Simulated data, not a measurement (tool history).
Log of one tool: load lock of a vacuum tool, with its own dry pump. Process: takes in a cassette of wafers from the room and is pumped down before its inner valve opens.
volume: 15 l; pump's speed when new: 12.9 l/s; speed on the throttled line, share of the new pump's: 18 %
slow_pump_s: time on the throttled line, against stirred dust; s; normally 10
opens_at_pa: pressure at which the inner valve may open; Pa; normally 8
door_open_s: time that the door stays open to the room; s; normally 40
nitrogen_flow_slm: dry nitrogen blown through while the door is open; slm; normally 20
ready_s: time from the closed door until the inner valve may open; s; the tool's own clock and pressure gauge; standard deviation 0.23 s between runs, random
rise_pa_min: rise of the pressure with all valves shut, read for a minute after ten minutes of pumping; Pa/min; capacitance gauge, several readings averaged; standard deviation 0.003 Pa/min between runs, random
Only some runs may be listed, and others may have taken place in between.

| run | hour | slow_pump_s | opens_at_pa | door_open_s | nitrogen_flow_slm | incoming humidity of the room's air, % | ready_s | rise_pa_min |
|---|---|---|---|---|---|---|---|---|
| 1 | 0.0 | 10 | 8 | 40 | 20 | 41.5 | 20.0 | 0.092 |
| 2 | 166.0 | 10 | 8 | 40 | 20 | 44.1 | 20.5 | 0.100 |
| 3 | 329.7 | 10 | 8 | 40 | 20 | 46.6 | 20.1 | 0.105 |
| 4 | 541.8 | 6 | 8 | 40 | 20 | 48.5 | 17.2 | 0.112 |
| 5 | 643.9 | 10 | 8 | 40 | 20 | 43.6 | 20.6 | 0.112 |
| 6 | 846.8 | 10 | 8 | 142 | 20 | 44.6 | 20.8 | 0.184 |
| 7 | 980.4 | 10 | 8 | 142 | 20 | 42.3 | 20.8 | 0.188 |
| 8 | 1122.6 | 10 | 8 | 142 | 20 | 45.4 | 20.9 | 0.204 |
| 9 | 1247.4 | 10 | 8 | 142 | 20 | 47.5 | 20.6 | 0.214 |
| 10 | 1348.5 | 10 | 8 | 32 | 20 | 41.9 | 20.4 | 0.140 |
| 11 | 1581.8 | 10 | 7 | 40 | 20 | 46.4 | 21.4 | 0.155 |
| 12 | 1726.1 | 10 | 7 | 40 | 20 | 45.1 | 20.9 | 0.161 |
| 13 | 1895.8 | 16 | 8 | 40 | 20 | 50.1 | 25.2 | 0.174 |
| 14 | 2066.7 | 10 | 8 | 40 | 20 | 44.0 | 20.8 | 0.178 |
| 15 | 2247.4 | 10 | 6 | 40 | 20 | 46.3 | 21.6 | 0.189 |
| 16 | 2399.5 | 10 | 8 | 50 | 20 | 46.6 | 20.7 | 0.190 |
| 17 | 2504.5 | 10 | 8 | 50 | 20 | 47.8 | 20.9 | 0.209 |
| 18 | 2697.0 | 10 | 8 | 50 | 20 | 44.0 | 20.7 | 0.215 |
| 19 | 2877.2 | 10 | 6 | 40 | 20 | 42.6 | 21.2 | 0.216 |
| 20 | 3014.0 | 10 | 8 | 66 | 6 | 47.1 | 21.0 | 0.270 |
| 21 | 3246.7 | 10 | 8 | 66 | 6 | 43.5 | 20.8 | 0.277 |
| 22 | 3451.1 | 10 | 8 | 66 | 6 | 42.9 | 21.0 | 0.288 |
| 23 | 3616.1 | 10 | 8 | 54 | 20 | 46.2 | 21.1 | 0.272 |
|  | 3639.4 | dry pump taken out, an overhauled one fitted |
| 24 | 3766.8 | 7 | 10 | 44 | 6 | 46.3 | 16.8 | 0.295 |
| 25 | 3992.4 | 12 | 6 | 161 | 44 | 45.0 | 21.7 | 0.316 |
| 26 | 4163.3 | 12 | 8 | 40 | 20 | 48.6 | 21.2 | 0.302 |
| 27 | 4362.9 | 8 | 7 | 40 | 20 | 48.1 | 18.1 | 0.316 |
| 28 | 4514.1 | 8 | 7 | 228 | 17 | 46.9 | 17.9 | 0.449 |
| 29 | 4744.3 | 10 | 10 | 40 | 20 | 44.4 | 19.3 | 0.345 |
| 30 | 4912.2 | 17 | 8 | 151 | 41 | 45.4 | 25.2 | 0.390 |
| 31 | 5010.6 | 17 | 8 | 151 | 41 | 39.0 | 25.3 | 0.382 |
| 32 | 5128.8 | 10 | 8 | 38 | 20 | 41.8 | 19.8 | 0.367 |
| 33 | 5278.5 | 10 | 8 | 25 | 26 | 44.1 | 19.4 | 0.369 |
| 34 | 5467.9 | 20 | 6 | 40 | 12 | 45.8 | 28.3 | 0.396 |
| 35 | 5673.6 | 10 | 12 | 159 | 33 | 43.4 | 19.3 | 0.458 |
| 36 | 5832.1 | 10 | 9 | 31 | 20 | 48.7 | 19.0 | 0.423 |
| 37 | 5942.5 | 6 | 9 | 203 | 20 | 43.5 | 16.2 | 0.533 |
| 38 | 6143.8 | 10 | 14 | 31 | 20 | 41.5 | 18.9 | 0.440 |

Below are 3 alternative next runs, each starting from the tool's condition after run 38. Predict each:
| A | 6241.6 | 10 | 14 | 31 | 7 | 46.8 | ? | ? |
| B | 6241.6 | 12 | 14 | 31 | 36 | 45.8 | ? | ? |
| C | 6241.6 | 10 | 8 | 31 | 20 | 43.1 | ? | ? |

| run | ready_s | rise_pa_min |
|---|---|---|
| A | 18.9 | 0.466 |
| B | 20.9 | 0.434 |
| C | 20.1 | 0.449 |
Without the tool's unlogged condition, the same runs would have read:
| run | ready_s | rise_pa_min |
|---|---|---|
| A | 18.4 | 0.055 |
| B | 20.3 | 0.031 |
| C | 19.5 | 0.044 |

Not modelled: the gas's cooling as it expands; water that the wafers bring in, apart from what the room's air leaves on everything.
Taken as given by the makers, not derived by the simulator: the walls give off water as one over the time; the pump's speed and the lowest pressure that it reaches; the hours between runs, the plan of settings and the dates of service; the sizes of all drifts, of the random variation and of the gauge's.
